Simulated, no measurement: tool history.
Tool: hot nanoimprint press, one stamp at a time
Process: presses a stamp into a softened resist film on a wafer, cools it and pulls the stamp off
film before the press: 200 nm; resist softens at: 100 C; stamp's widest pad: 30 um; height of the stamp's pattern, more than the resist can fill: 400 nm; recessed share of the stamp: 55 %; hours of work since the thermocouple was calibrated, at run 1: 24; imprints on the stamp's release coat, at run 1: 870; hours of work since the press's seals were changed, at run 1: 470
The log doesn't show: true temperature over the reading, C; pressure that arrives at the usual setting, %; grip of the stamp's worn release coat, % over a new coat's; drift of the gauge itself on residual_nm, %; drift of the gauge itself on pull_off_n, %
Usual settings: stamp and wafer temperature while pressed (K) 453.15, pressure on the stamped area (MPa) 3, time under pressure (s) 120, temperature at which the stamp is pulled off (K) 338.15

| run | hour | stamp and wafer temperature while pressed (K) | pressure on the stamped area (MPa) | time under pressure (s) | temperature at which the stamp is pulled off (K) | hours of work since the thermocouple was calibrated | imprints on the stamp's release coat | hours of work since the press's seals were changed | resist left under the stamp's widest pad (angstrom) | greatest force while the stamp is pulled off (N) |
|---|---|---|---|---|---|---|---|---|---|---|
| 1 | 0 | 453.15 | 3 | 120 | 338.15 | 24 | 870 | 470 | 1138 | 102 |
| 2 | 38.4 | 453.15 | 3 | 120 | 338.15 | 52 | 992 | 498 | 1125 | 99 |
|  | 74.6 | stamp cleaned and given a new release coat |
| 3 | 88.6 | 453.15 | 2.25 | 120 | 338.15 | 84 | 44 | 531 | 1293 | 95 |
| 4 | 135.7 | 453.15 | 3 | 149 | 338.15 | 119 | 194 | 565 | 1060 | 100 |
| 5 | 197.5 | 453.15 | 3 | 149 | 338.15 | 164 | 390 | 611 | 1060 | 96 |
| 6 | 235.6 | 452.15 | 3 | 120 | 338.15 | 192 | 511 | 639 | 1167 | 95 |
| 7 | 292.4 | 453.15 | 3 | 120 | 333.15 | 234 | 691 | 680 | 1127 | 113 |
| 8 | 328.2 | 453.15 | 3 | 120 | 338.15 | 260 | 805 | 707 | 1127 | 94 |
| 9 | 380.8 | 453.15 | 3 | 120 | 338.15 | 299 | 972 | 745 | 1127 | 98 |
|  | 424.3 | stamp cleaned and given a new release coat |
| 10 | 441.9 | 453.15 | 2.93 | 120 | 338.15 | 339 | 56 | 786 | 1141 | 95 |
| 11 | 494.8 | 453.15 | 2.93 | 120 | 338.15 | 378 | 224 | 824 | 1147 | 96 |
| 12 | 530 | 453.15 | 2.93 | 120 | 338.15 | 404 | 336 | 850 | 1148 | 96 |
| 13 | 580.8 | 453.15 | 2.93 | 120 | 338.15 | 441 | 497 | 888 | 1139 | 98 |
| 14 | 622.7 | 453.15 | 3 | 120 | 338.15 | 472 | 630 | 918 | 1125 | 99 |
| 15 | 689.3 | 453.15 | 3 | 74 | 338.15 | 521 | 842 | 967 | 1293 | 94 |
|  | 725.5 | plate thermocouple calibrated |
| 16 | 747.3 | 453.15 | 3 | 74 | 338.15 | 16 | 1016 | 1008 | 1288 | 97 |
|  | 775.5 | stamp cleaned and given a new release coat |
| 17 | 797.8 | 452.15 | 3.2 | 64 | 344.15 | 49 | 70 | 1040 | 1343 | 82 |
| 18 | 840.8 | 459.15 | 2.03 | 81 | 339.15 | 80 | 207 | 1072 | 1277 | 91 |
| 19 | 881.2 | 459.15 | 2.03 | 81 | 339.15 | 110 | 335 | 1101 | 1273 | 96 |
| 20 | 942.5 | 446.15 | 2.5 | 120 | 329.15 | 155 | 530 | 1146 | 1496 | 124 |
| 21 | 980.2 | 457.15 | 2.5 | 112 | 336.15 | 182 | 650 | 1174 | 1114 | 102 |
| 22 | 1030.5 | 455.15 | 1.86 | 154 | 330.15 | 219 | 809 | 1211 | 1256 | 122 |
| 23 | 1080.7 | 455.15 | 3 | 120 | 338.15 | 256 | 969 | 1248 | 1056 | 93 |
|  | 1120.7 | stamp cleaned and given a new release coat |
| 24 | 1133.6 | 461.15 | 2.88 | 120 | 323.15 | 291 | 41 | 1282 | 884 | 142 |
|  | 1196.2 | press's hydraulic seals changed and the load cell set to zero |
| 25 | 1208.5 | 450.15 | 3 | 120 | 335.15 | 340 | 253 | 9 | 1241 | 103 |
| 26 | 1239.8 | 447.15 | 2.58 | 120 | 335.15 | 363 | 353 | 32 | 1441 | 101 |
| 27 | 1294.4 | 453.15 | 3 | 120 | 328.15 | 403 | 526 | 72 | 1134 | 125 |
| 28 | 1326.8 | 453.15 | 2.06 | 120 | 328.15 | 426 | 629 | 96 | 1339 | 125 |
| 29 | 1357.2 | 453.15 | 2.06 | 120 | 328.15 | 449 | 725 | 118 | 1335 | 124 |

5 ways to go on from here, each from the tool as it stands after run 29. What would each give?
| A | 1402.6 | 453.15 | 3 | 164 | 335.15 | 482 | 869 | 151 | ? | ? |
| B | 1402.6 | 453.15 | 4.41 | 104 | 330.15 | 482 | 869 | 151 | ? | ? |
| C | 1402.6 | 453.15 | 3 | 66 | 338.15 | 482 | 869 | 151 | ? | ? |
| D | 1402.6 | 442.15 | 3 | 64 | 342.15 | 482 | 869 | 151 | ? | ? |
| E | 1402.6 | 453.15 | 1.87 | 106 | 328.15 | 482 | 869 | 151 | ? | ? |

| run | resist left under the stamp's widest pad (angstrom) | greatest force while the stamp is pulled off (N) |
|---|---|---|
| A | 1031 | 109 |
| B | 966 | 118 |
| C | 1334 | 100 |
| D | 1707 | 86 |
| E | 1430 | 126 |
Without the tool's hidden state the same runs would have given:
| run | resist left under the stamp's widest pad (angstrom) | greatest force while the stamp is pulled off (N) |
|---|---|---|
| A | 1032 | 108 |
| B | 967 | 117 |
| C | 1335 | 99 |
| D | 1708 | 85 |
| E | 1431 | 125 |
